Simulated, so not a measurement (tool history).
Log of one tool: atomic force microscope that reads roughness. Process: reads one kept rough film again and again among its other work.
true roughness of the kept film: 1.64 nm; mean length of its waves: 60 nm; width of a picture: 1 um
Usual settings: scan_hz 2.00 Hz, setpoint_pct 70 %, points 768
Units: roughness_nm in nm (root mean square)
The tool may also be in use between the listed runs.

| run | day | scan_hz | setpoint_pct | points | roughness_nm |
|---|---|---|---|---|---|
| 1 | 0.000 | 2.00 | 70 | 768 | 1.545 |
| 2 | 0.242 | 2.08 | 70 | 768 | 1.526 |
| 3 | 0.421 | 1.52 | 70 | 768 | 1.544 |
| 4 | 0.654 | 1.52 | 70 | 768 | 1.551 |
| 5 | 0.850 | 1.65 | 70 | 768 | 1.544 |
| 6 | 1.067 | 1.65 | 70 | 370 | 1.556 |
| 7 | 1.388 | 1.65 | 70 | 370 | 1.524 |
| 8 | 1.650 | 2.00 | 64 | 768 | 1.546 |
| 9 | 1.821 | 2.00 | 70 | 768 | 1.518 |
| 10 | 2.100 | 2.00 | 70 | 768 | 1.516 |
| 11 | 2.483 | 2.00 | 88 | 768 | 1.432 |
| 12 | 2.775 | 2.00 | 88 | 768 | 1.432 |
| 13 | 3.021 | 1.17 | 70 | 768 | 1.547 |
| 14 | 3.221 | 1.17 | 70 | 768 | 1.538 |
| 15 | 3.629 | 1.17 | 70 | 768 | 1.542 |
| 16 | 3.858 | 1.17 | 70 | 768 | 1.537 |
| 17 | 4.229 | 2.00 | 70 | 768 | 1.504 |
| 18 | 4.612 | 2.00 | 56 | 768 | 1.528 |
| 19 | 4.908 | 2.00 | 70 | 768 | 1.501 |
| 20 | 5.221 | 2.00 | 70 | 768 | 1.494 |
| 21 | 5.496 | 1.70 | 70 | 768 | 1.505 |
| 22 | 5.904 | 2.00 | 70 | 389 | 1.490 |
|  | 5.971 | height scale calibrated on a step standard |
| 23 | 6.133 | 2.00 | 70 | 389 | 1.474 |
| 24 | 6.446 | 2.00 | 70 | 768 | 1.487 |
| 25 | 6.621 | 2.00 | 88 | 768 | 1.386 |
| 26 | 6.858 | 2.00 | 88 | 768 | 1.393 |
| 27 | 7.138 | 2.00 | 88 | 768 | 1.383 |
|  | 7.408 | new tip fitted |
| 28 | 7.496 | 2.00 | 79 | 584 | 1.507 |
| 29 | 7.783 | 2.00 | 79 | 584 | 1.494 |
|  | 7.883 | height scale calibrated on a step standard, once more |
| 30 | 8.050 | 2.00 | 79 | 584 | 1.507 |
| 31 | 8.333 | 2.00 | 79 | 584 | 1.511 |
| 32 | 8.692 | 2.00 | 79 | 584 | 1.503 |
| 33 | 9.092 | 2.00 | 79 | 584 | 1.487 |
| 34 | 9.267 | 2.29 | 62 | 314 | 1.558 |
| 35 | 9.529 | 1.60 | 74 | 514 | 1.529 |
| 36 | 9.933 | 2.00 | 70 | 494 | 1.540 |
| 37 | 10.242 | 2.00 | 70 | 494 | 1.521 |
| 38 | 10.500 | 2.00 | 70 | 494 | 1.524 |
| 39 | 10.696 | 2.00 | 70 | 494 | 1.519 |
| 40 | 11.088 | 2.51 | 83 | 1012 | 1.424 |
| 41 | 11.379 | 1.42 | 58 | 1012 | 1.566 |
| 42 | 11.712 | 2.66 | 70 | 288 | 1.486 |
| 43 | 12.046 | 0.63 | 70 | 291 | 1.556 |
| 44 | 12.279 | 0.63 | 70 | 291 | 1.546 |
| 45 | 12.692 | 0.63 | 87 | 782 | 1.527 |
| 46 | 13.050 | 0.63 | 87 | 782 | 1.523 |
| 47 | 13.446 | 0.63 | 87 | 782 | 1.506 |
| 48 | 13.625 | 1.35 | 83 | 677 | 1.472 |

The next listed run, before its measurement:
| 49 | 13.912 | 3.75 | 70 | 360 | ? |

{"run 49": {"roughness_nm": 1.44}}
Without the tool's hidden state the same run would have given roughness_nm 1.495 nm (root mean square).

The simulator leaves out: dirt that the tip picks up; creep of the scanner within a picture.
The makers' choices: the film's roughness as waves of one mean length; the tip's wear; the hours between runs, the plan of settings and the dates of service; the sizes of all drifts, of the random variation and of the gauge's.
